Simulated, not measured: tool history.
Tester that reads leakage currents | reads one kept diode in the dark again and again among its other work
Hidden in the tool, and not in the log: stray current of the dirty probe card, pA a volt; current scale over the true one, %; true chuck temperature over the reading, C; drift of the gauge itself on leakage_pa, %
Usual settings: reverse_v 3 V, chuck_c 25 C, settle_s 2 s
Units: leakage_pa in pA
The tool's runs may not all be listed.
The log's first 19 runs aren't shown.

run,hour,reverse_v,chuck_c,settle_s,hours of work since the probe card was cleaned,hours of work since the tester was calibrated,hours of work since the chuck was calibrated,leakage_pa
20,1089.2,3,57,2,747,2241,1888,1318.44
# hour 1162.9: chuck's temperature calibrated
21,1162.9,10.04,26,7.82,792,2286,0,231.32
22,1213.2,12.94,25,2,823,2317,31,253.13
23,1279.2,9.24,32,2.12,864,2359,73,364.96
24,1347.9,9.24,32,2.12,907,2401,115,364.57
25,1384,3,25,1.4,930,2424,138,104.53
26,1464.1,2.05,25,7.93,980,2474,188,83.17
27,1543,2.05,28,7.93,1029,2523,237,107.42
28,1609.6,2.05,28,7.93,1070,2565,279,107.25
29,1648.7,2.05,22,2.65,1095,2589,303,64.97
30,1724.1,2.18,34,4.99,1142,2636,350,182.97
31,1785.7,3.89,25,2,1180,2674,388,123.74
32,1833.4,2.96,55,3.36,1210,2704,418,1089.61
33,1879,3,42,0.55,1238,2733,447,418.83
34,1915.7,13.4,30,5.19,1261,2755,469,395.86
35,1975.4,2.25,31,7.07,1298,2793,507,147.16
36,2014.7,2.25,31,7.07,1323,2817,531,147.47
37,2049.7,2.25,31,7.07,1345,2839,553,147.7
# hour 2102.3: probe card cleaned and baked
38,2102.8,16.78,31,1,0,2870,584,474.94
39,2147,1.8,30,2,28,2898,612,116.67

3 ways to go on from here, each from the tool as it stands after run 39. What would each give?
A,2220.4,2.36,29,3.84,74,2944,658,?
B,2220.4,7.73,52,2,74,2944,658,?
C,2220.4,6.33,22,0.33,74,2944,658,?

run,leakage_pa
A,126.36
B,1548.35
C,129.2
Without the tool's hidden state the same runs would have given:
run,leakage_pa
A,123.74
B,1524
C,126.2
